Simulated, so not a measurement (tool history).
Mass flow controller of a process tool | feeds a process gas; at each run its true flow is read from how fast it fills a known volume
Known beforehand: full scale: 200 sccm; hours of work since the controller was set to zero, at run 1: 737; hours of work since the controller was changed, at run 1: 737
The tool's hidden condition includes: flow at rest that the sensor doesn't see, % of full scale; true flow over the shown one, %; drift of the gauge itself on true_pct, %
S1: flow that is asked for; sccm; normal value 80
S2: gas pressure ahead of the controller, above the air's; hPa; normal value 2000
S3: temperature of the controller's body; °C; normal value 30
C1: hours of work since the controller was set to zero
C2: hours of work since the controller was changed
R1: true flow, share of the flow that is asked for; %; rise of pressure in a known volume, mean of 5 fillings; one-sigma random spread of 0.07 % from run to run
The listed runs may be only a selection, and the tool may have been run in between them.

Run 1, hour 0: usual settings; C1 737; C2 737. Result: R1 97.43 %.
Run 2, hour 77.9: usual settings; C1 771; C2 771. Result: R1 97.45 %.
Run 3, hour 135.1: usual settings; C1 796; C2 796. Result: R1 97.48 %.
Run 4, hour 188.6: usual settings but S3 36 °C; C1 819; C2 819. Result: R1 96.85 %.
Run 5, hour 274.9: usual settings but S3 36 °C; C1 856; C2 856. Result: R1 96.66 %.
Run 6, hour 357.8: usual settings but S3 36 °C; C1 892; C2 892. Result: R1 96.85 %.
Run 7, hour 417: usual settings but S3 36 °C; C1 918; C2 918. Result: R1 96.85 %.
Run 8, hour 525.3: usual settings but S3 36 °C; C1 965; C2 965. Result: R1 96.81 %.
Run 9, hour 612.8: usual settings but S3 36 °C; C1 1003; C2 1003. Result: R1 96.77 %.
Run 10, hour 720: usual settings but S1 30 sccm; C1 1049; C2 1049. Result: R1 97.46 %.
Run 11, hour 816.2: usual settings but S1 30 sccm; C1 1091; C2 1091. Result: R1 97.39 %.
Run 12, hour 879.7: usual settings but S1 30 sccm; C1 1119; C2 1119. Result: R1 97.35 %.
Run 13, hour 972: usual settings but S1 30 sccm; C1 1159; C2 1159. Result: R1 97.39 %.
At hour 977.5: controller's zero set anew.
Run 14, hour 1074.2: usual settings but S2 1810 hPa; C1 42; C2 1203. Result: R1 97.49 %.
Run 15, hour 1146.8: usual settings but S2 1810 hPa; C1 73; C2 1234. Result: R1 97.36 %.
Run 16, hour 1212.7: usual settings but S2 1810 hPa; C1 102; C2 1263. Result: R1 97.63 %.
Run 17, hour 1272.9: usual settings but S2 1810 hPa; C1 128; C2 1289. Result: R1 97.77 %.
Run 18, hour 1364.7: usual settings but S2 2690 hPa; C1 168; C2 1329. Result: R1 97.91 %.
At hour 1445.7: controller's zero set anew, once more.
Run 19, hour 1466.9: usual settings but S2 2690 hPa; C1 9; C2 1373. Result: R1 97.29 %.
Run 20, hour 1578.7: usual settings but S1 174 sccm; C1 58; C2 1422. Result: R1 98.69 %.
Run 21, hour 1648.6: usual settings but S1 174 sccm; C1 88; C2 1452. Result: R1 98.69 %.
Run 22, hour 1699.2: usual settings but S1 174 sccm, S3 35 °C; C1 110; C2 1474. Result: R1 98.2 %.
Run 23, hour 1796.3: usual settings but S1 37 sccm; C1 152; C2 1516. Result: R1 96.59 %.
Run 24, hour 1871: usual settings but S1 198 sccm, S2 1780 hPa; C1 185; C2 1549. Result: R1 99.04 %.
Run 25, hour 1942: usual settings but S1 27 sccm, S2 1670 hPa, S3 26 °C; C1 215; C2 1579. Result: R1 96.82 %.
Run 26, hour 2005.6: usual settings but S1 27 sccm, S2 2390 hPa, S3 27 °C; C1 243; C2 1607. Result: R1 96.93 %.
Run 27, hour 2073.5: usual settings but S1 26 sccm, S2 2460 hPa, S3 27 °C; C1 272; C2 1636. Result: R1 96.94 %.
Run 28, hour 2137.5: usual settings but S1 26 sccm, S2 2460 hPa, S3 27 °C; C1 300; C2 1664. Result: R1 97 %.
Run 29, hour 2185.9: usual settings but S1 137 sccm, S2 1860 hPa, S3 34 °C; C1 321; C2 1685. Result: R1 97.56 %.
Run 30, hour 2288.5: usual settings but S3 37 °C; C1 366; C2 1730. Result: R1 96.38 %.
Run 31, hour 2400.2: usual settings but S1 73 sccm, S3 31 °C; C1 414; C2 1778. Result: R1 97.08 %.
Run 32, hour 2473: usual settings but S1 73 sccm, S3 31 °C; C1 446; C2 1810. Result: R1 96.89 %.
Run 33, hour 2564.8: usual settings but S1 73 sccm, S2 1690 hPa, S3 34 °C; C1 486; C2 1850. Result: R1 96.48 %.
Run 34, hour 2651.5: usual settings but S1 130 sccm, S3 21 °C; C1 523; C2 1887. Result: R1 98.97 %.

For run 35, what comes out?
Run 35, hour 2766.1: usual settings but S3 26 °C; C1 573; C2 1937. Result: R1 ?.

For run 35 the tool returned R1 97.7 %.
The same run, on a tool lacking any hidden state, would have yielded R1 97.92 %.

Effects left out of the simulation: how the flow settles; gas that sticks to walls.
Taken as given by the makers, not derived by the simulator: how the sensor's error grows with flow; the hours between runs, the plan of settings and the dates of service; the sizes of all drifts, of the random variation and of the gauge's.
